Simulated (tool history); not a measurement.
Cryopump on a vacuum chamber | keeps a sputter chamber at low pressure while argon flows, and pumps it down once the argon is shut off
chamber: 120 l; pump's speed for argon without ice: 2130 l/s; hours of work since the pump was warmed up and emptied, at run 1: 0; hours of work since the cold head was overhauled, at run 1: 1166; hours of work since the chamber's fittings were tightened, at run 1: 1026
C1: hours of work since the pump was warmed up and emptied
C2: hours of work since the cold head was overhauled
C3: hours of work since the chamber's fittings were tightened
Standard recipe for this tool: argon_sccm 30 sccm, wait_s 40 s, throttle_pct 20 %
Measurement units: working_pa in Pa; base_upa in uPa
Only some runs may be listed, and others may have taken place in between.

Run 1, hour 0.0: usual settings; C1 0; C2 1166; C3 1026. Result: working_pa 0.1197 Pa, base_upa 1.56 uPa.
Run 2, hour 50.4: usual settings; C1 32; C2 1199; C3 1058. Result: working_pa 0.1196 Pa, base_upa 1.58 uPa.
Run 3, hour 109.0: usual settings; C1 70; C2 1236; C3 1095. Result: working_pa 0.1190 Pa, base_upa 1.59 uPa.
Run 4, hour 178.6: usual settings; C1 114; C2 1280; C3 1140. Result: working_pa 0.1207 Pa, base_upa 1.58 uPa.
Run 5, hour 216.3: usual settings but throttle_pct 24 %; C1 138; C2 1305; C3 1164. Result: working_pa 0.1006 Pa, base_upa 1.58 uPa.
Run 6, hour 282.1: usual settings but throttle_pct 24 %; C1 180; C2 1347; C3 1206. Result: working_pa 0.1004 Pa, base_upa 1.60 uPa.
Run 7, hour 350.8: usual settings but throttle_pct 24 %; C1 224; C2 1391; C3 1250. Result: working_pa 0.1011 Pa, base_upa 1.60 uPa.
Run 8, hour 418.6: usual settings but throttle_pct 24 %; C1 268; C2 1434; C3 1293. Result: working_pa 0.1013 Pa, base_upa 1.61 uPa.
Run 9, hour 496.6: usual settings but throttle_pct 56 %; C1 317; C2 1484; C3 1343. Result: working_pa 0.0444 Pa, base_upa 1.63 uPa.
Run 10, hour 568.3: usual settings but argon_sccm 15 sccm, throttle_pct 56 %; C1 363; C2 1530; C3 1389. Result: working_pa 0.0229 Pa, base_upa 1.62 uPa.
Run 11, hour 643.9: usual settings but argon_sccm 15 sccm, throttle_pct 56 %; C1 412; C2 1578; C3 1437. Result: working_pa 0.0219 Pa, base_upa 1.62 uPa.
Run 12, hour 714.3: usual settings but argon_sccm 15 sccm, throttle_pct 56 %; C1 457; C2 1623; C3 1482. Result: working_pa 0.0225 Pa, base_upa 1.64 uPa.
Run 13, hour 783.2: usual settings; C1 501; C2 1667; C3 1526. Result: working_pa 0.1218 Pa, base_upa 1.64 uPa.
Run 14, hour 821.6: usual settings; C1 525; C2 1691; C3 1551. Result: working_pa 0.1214 Pa, base_upa 1.64 uPa.
Run 15, hour 900.2: usual settings but wait_s 47 s; C1 575; C2 1742; C3 1601. Result: working_pa 0.1224 Pa, base_upa 1.46 uPa.
Run 16, hour 949.6: usual settings but wait_s 47 s; C1 607; C2 1773; C3 1633. Result: working_pa 0.1226 Pa, base_upa 1.44 uPa.
Run 17, hour 1009.4: usual settings; C1 645; C2 1812; C3 1671. Result: working_pa 0.1226 Pa, base_upa 1.68 uPa.
Run 18, hour 1083.5: usual settings; C1 693; C2 1859; C3 1718. Result: working_pa 0.1229 Pa, base_upa 1.67 uPa.
Run 19, hour 1136.3: usual settings; C1 726; C2 1893; C3 1752. Result: working_pa 0.1228 Pa, base_upa 1.66 uPa.
Run 20, hour 1186.0: usual settings; C1 758; C2 1924; C3 1784. Result: working_pa 0.1235 Pa, base_upa 1.67 uPa.
Run 21, hour 1236.5: usual settings but throttle_pct 36 %; C1 790; C2 1957; C3 1816. Result: working_pa 0.0704 Pa, base_upa 1.70 uPa.
Run 22, hour 1295.0: usual settings but wait_s 54 s, throttle_pct 36 %; C1 828; C2 1994; C3 1853. Result: working_pa 0.0706 Pa, base_upa 1.37 uPa.
Run 23, hour 1340.2: usual settings but argon_sccm 59 sccm, wait_s 54 s, throttle_pct 17 %; C1 857; C2 2023; C3 1882. Result: working_pa 0.2840 Pa, base_upa 1.35 uPa.
Run 24, hour 1410.5: usual settings but argon_sccm 15 sccm, wait_s 188 s, throttle_pct 23 %; C1 902; C2 2068; C3 1927. Result: working_pa 0.0543 Pa, base_upa 0.66 uPa.
At hour 1468.2: leaking fittings of the chamber tightened, without venting.
Run 25, hour 1482.4: usual settings but argon_sccm 15 sccm, wait_s 188 s, throttle_pct 23 %; C1 946; C2 2113; C3 9. Result: working_pa 0.0544 Pa, base_upa 0.50 uPa.
Run 26, hour 1554.2: usual settings but wait_s 222 s, throttle_pct 51 %; C1 992; C2 2158; C3 55. Result: working_pa 0.0520 Pa, base_upa 0.44 uPa.
Run 27, hour 1619.3: usual settings but argon_sccm 19 sccm, wait_s 43 s, throttle_pct 21 %; C1 1034; C2 2200; C3 97. Result: working_pa 0.0750 Pa, base_upa 1.45 uPa.
Run 28, hour 1684.1: usual settings but wait_s 117 s, throttle_pct 30 %; C1 1075; C2 2241; C3 138. Result: working_pa 0.0854 Pa, base_upa 0.68 uPa.
Run 29, hour 1753.2: usual settings but argon_sccm 57 sccm; C1 1119; C2 2286; C3 182. Result: working_pa 0.2385 Pa, base_upa 1.54 uPa.
At hour 1806.6: pump warmed up, emptied and cooled again.
Run 30, hour 1808.3: usual settings but argon_sccm 12 sccm; C1 1; C2 2318; C3 214. Result: working_pa 0.0479 Pa, base_upa 1.51 uPa.
Run 31, hour 1877.8: usual settings but argon_sccm 12 sccm; C1 46; C2 2362; C3 259. Result: working_pa 0.0482 Pa, base_upa 1.50 uPa.
Run 32, hour 1948.6: usual settings but argon_sccm 55 sccm, throttle_pct 17 %; C1 91; C2 2407; C3 304. Result: working_pa 0.2588 Pa, base_upa 1.52 uPa.
Run 33, hour 2010.4: usual settings but argon_sccm 28 sccm; C1 130; C2 2447; C3 343. Result: working_pa 0.1128 Pa, base_upa 1.50 uPa.

Results per run with the tool's hidden condition removed, run-to-run variation unchanged:
Hidden state present: pump's speed, % of a pump's without ice; cold plate's temperature, K; leak into the chamber, uPa l/s; drift of the gauge itself on working_pa, %; drift of the gauge itself on base_upa, %.
run  working_pa  base_upa
  1      0.1192      1.45
  2      0.1189      1.46
  3      0.1183      1.47
  4      0.1197      1.46
  5      0.0995      1.45
  6      0.0991      1.46
  7      0.0996      1.46
  8      0.0996      1.46
  9      0.0425      1.47
 10      0.0218      1.46
 11      0.0208      1.45
 12      0.0212      1.47
 13      0.1190      1.46
 14      0.1185      1.45
 15      0.1192      1.26
 16      0.1193      1.24
 17      0.1190      1.47
 18      0.1191      1.46
 19      0.1188      1.44
 20      0.1193      1.45
 21      0.0661      1.47
 22      0.0661      1.13
 23      0.2748      1.11
 24      0.0518      0.41
 25      0.0518      0.43
 26      0.0465      0.37
 27      0.0714      1.37
 28      0.0794      0.59
 29      0.2265      1.45
 30      0.0475      1.45
 31      0.0477      1.44
 32      0.2562      1.45
 33      0.1113      1.43
